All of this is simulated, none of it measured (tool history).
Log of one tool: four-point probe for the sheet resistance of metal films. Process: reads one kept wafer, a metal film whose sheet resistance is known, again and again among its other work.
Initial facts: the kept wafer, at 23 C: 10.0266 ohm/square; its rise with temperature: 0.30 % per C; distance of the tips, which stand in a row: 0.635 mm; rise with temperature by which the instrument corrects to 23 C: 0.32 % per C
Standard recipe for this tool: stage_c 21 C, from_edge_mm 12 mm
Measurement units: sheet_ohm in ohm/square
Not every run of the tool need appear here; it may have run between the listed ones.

| run | hour | stage_c | from_edge_mm | sheet_ohm |
|---|---|---|---|---|
| 1 | 0.0 | 21 | 12 | 9.950448 |
|  | 41.6 | new probe head fitted |
| 2 | 49.5 | 21 | 12 | 10.039504 |
| 3 | 132.6 | 21 | 12 | 10.039246 |
| 4 | 202.8 | 18 | 12 | 10.038199 |
| 5 | 242.6 | 21 | 12 | 10.034302 |
| 6 | 280.4 | 21 | 12 | 10.037666 |
| 7 | 328.2 | 21 | 12 | 10.032118 |
| 8 | 416.5 | 30 | 12 | 10.011425 |
| 9 | 505.1 | 21 | 12 | 10.029387 |
| 10 | 577.8 | 21 | 12 | 10.028892 |
| 11 | 635.4 | 28 | 12 | 10.014538 |
| 12 | 682.0 | 21 | 4 | 10.146960 |
| 13 | 731.3 | 21 | 4 | 10.148387 |
| 14 | 786.8 | 21 | 4 | 10.143272 |
| 15 | 836.7 | 21 | 4 | 10.141376 |
| 16 | 924.9 | 21 | 12 | 10.019231 |

Run 17, settings as shown, results not yet in. Your forecast:
| 17 | 1001.2 | 20 | 5 | ? |

{"run 17": {"sheet_ohm": 10.093056}}
Without the tool's hidden state the same run would have given sheet_ohm 10.119813 ohm/square.
